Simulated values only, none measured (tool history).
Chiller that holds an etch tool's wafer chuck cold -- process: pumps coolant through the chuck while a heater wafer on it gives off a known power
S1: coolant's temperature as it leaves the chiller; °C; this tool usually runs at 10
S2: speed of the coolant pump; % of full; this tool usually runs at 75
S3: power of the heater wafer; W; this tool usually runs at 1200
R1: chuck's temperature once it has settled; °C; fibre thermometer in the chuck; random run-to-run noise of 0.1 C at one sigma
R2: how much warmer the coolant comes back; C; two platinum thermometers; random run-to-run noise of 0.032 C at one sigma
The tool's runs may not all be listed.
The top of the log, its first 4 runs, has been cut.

run	hour	S1	S2	S3	R1	R2
5	196.3	10	75	1200	21.0	3.58
6	235.8	10	75	1200	20.9	3.44
7	265.1	10	75	805	17.3	2.38
8	309.6	10	75	805	17.2	2.39
9	343.2	2	75	1200	12.7	3.57
10	396.7	10	75	1200	20.9	3.59
11	437.3	10	75	1200	20.9	3.52
12	494.1	10	75	1200	20.8	3.59
13	520.8	10	75	1200	20.8	3.54
14	568.2	10	75	1200	20.8	3.56
15	620.3	10	98	1200	18.8	2.66
16	674.3	10	98	1200	18.8	2.67
17	714.7	10	98	1200	18.7	2.62
18	763.7	16	71	691	22.4	2.21
19	795.3	16	71	691	22.6	2.15
20	855.1	2	73	614	7.8	1.88
21	892.2	19	75	1200	29.8	3.59
22	936.6	6	64	1578	22.1	5.59
23	980.2	0	75	1200	10.8	3.52
24	1015.1	17	81	1200	27.1	3.27
25	1040.6	12	81	1619	25.8	4.42
26	1069.7	4	65	1122	15.3	3.90
27	1128.5	1	88	1200	10.5	2.96

For run 28, what comes out?
28	1157.0	12	89	1200	?	?

{"run 28": {"R1": 21.5, "R2": 2.99}}
On a tool with no hidden condition, and with the same random variation, this run would have come out at R1 21.5 °C, R2 2.99 C.
